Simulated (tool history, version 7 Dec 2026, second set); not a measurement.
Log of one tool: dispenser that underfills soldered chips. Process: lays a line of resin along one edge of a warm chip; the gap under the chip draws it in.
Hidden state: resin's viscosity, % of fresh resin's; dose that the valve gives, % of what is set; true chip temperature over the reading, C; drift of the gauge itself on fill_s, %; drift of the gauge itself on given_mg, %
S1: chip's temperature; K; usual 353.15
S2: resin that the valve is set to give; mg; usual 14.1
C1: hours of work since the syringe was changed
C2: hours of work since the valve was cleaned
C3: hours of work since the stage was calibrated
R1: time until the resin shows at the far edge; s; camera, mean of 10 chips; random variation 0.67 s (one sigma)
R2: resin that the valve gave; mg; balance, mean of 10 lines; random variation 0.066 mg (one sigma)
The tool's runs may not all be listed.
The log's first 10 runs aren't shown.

run 11 hour=49.4 | S1=353.15 S2=14.1 | C1=4 C2=12 C3=166 | R1=68.8 R2=13.83
run 12 hour=52.2 | S1=353.15 S2=14.1 | C1=5 C2=14 C3=168 | R1=76.2 R2=13.88
-- hour=54.4 new syringe of resin
run 13 hour=56.9 | S1=349.15 S2=14.1 | C1=2 C2=17 C3=171 | R1=71.6 R2=14
run 14 hour=61.2 | S1=349.15 S2=14.1 | C1=4 C2=20 C3=173 | R1=82.4 R2=13.86
-- hour=64.8 new syringe of resin
run 15 hour=66.1 | S1=349.15 S2=14.1 | C1=1 C2=23 C3=176 | R1=68.8 R2=13.9
run 16 hour=68.9 | S1=353.15 S2=12.8 | C1=3 C2=24 C3=178 | R1=68.1 R2=12.58
run 17 hour=73 | S1=353.15 S2=12.8 | C1=5 C2=27 C3=181 | R1=75.6 R2=12.44
-- hour=75.2 new syringe of resin
run 18 hour=78.5 | S1=342.15 S2=14.1 | C1=2 C2=30 C3=184 | R1=92.8 R2=13.74
run 19 hour=84 | S1=342.15 S2=14.1 | C1=6 C2=34 C3=187 | R1=112.8 R2=13.8
-- hour=85.5 new syringe of resin
run 20 hour=88 | S1=342.15 S2=14.1 | C1=2 C2=36 C3=190 | R1=93.4 R2=13.62
run 21 hour=90.4 | S1=351.15 S2=16.7 | C1=3 C2=38 C3=191 | R1=71.2 R2=16.22
run 22 hour=92.8 | S1=350.15 S2=17.9 | C1=5 C2=39 C3=193 | R1=78.6 R2=17.39
-- hour=95.9 new syringe of resin
run 23 hour=97 | S1=350.15 S2=17.9 | C1=1 C2=41 C3=195 | R1=66.3 R2=17.3
run 24 hour=102.8 | S1=350.15 S2=17.1 | C1=4 C2=45 C3=199 | R1=80.7 R2=16.52
-- hour=106.2 new syringe of resin
run 25 hour=106.7 | S1=362.15 S2=12 | C1=0 C2=47 C3=201 | R1=46.4 R2=11.46
run 26 hour=112.6 | S1=349.15 S2=14.8 | C1=4 C2=51 C3=205 | R1=82.2 R2=14.18
-- hour=116.4 new syringe of resin
run 27 hour=118 | S1=364.15 S2=14.1 | C1=1 C2=54 C3=208 | R1=43.7 R2=13.42
run 28 hour=122.7 | S1=364.15 S2=14.1 | C1=4 C2=57 C3=211 | R1=49 R2=13.46
-- hour=127 new syringe of resin
run 29 hour=128.6 | S1=354.15 S2=12.3 | C1=1 C2=61 C3=215 | R1=60.4 R2=11.68
run 30 hour=132.4 | S1=355.15 S2=14.1 | C1=3 C2=63 C3=217 | R1=63.1 R2=13.41
-- hour=134.7 dispensing valve cleaned and set on the balance
run 31 hour=136.6 | S1=360.15 S2=13.7 | C1=5 C2=1 C3=219 | R1=59.7 R2=13.83
-- hour=138.5 new syringe of resin
run 32 hour=139.7 | S1=365.15 S2=12.3 | C1=1 C2=3 C3=221 | R1=41.9 R2=12.23
run 33 hour=142.5 | S1=365.15 S2=12.3 | C1=3 C2=5 C3=223 | R1=44.6 R2=12.23

Run 34 comes next. What will it give?
run 34 hour=145.8 | S1=360.15 S2=17.8 | C1=5 C2=7 C3=225 | R1=? R2=?

Run 34 gave R1 57.3 s, R2 17.77 mg.
Without the tool's hidden state the same run would have given R1 47.8 s, R2 17.83 mg.
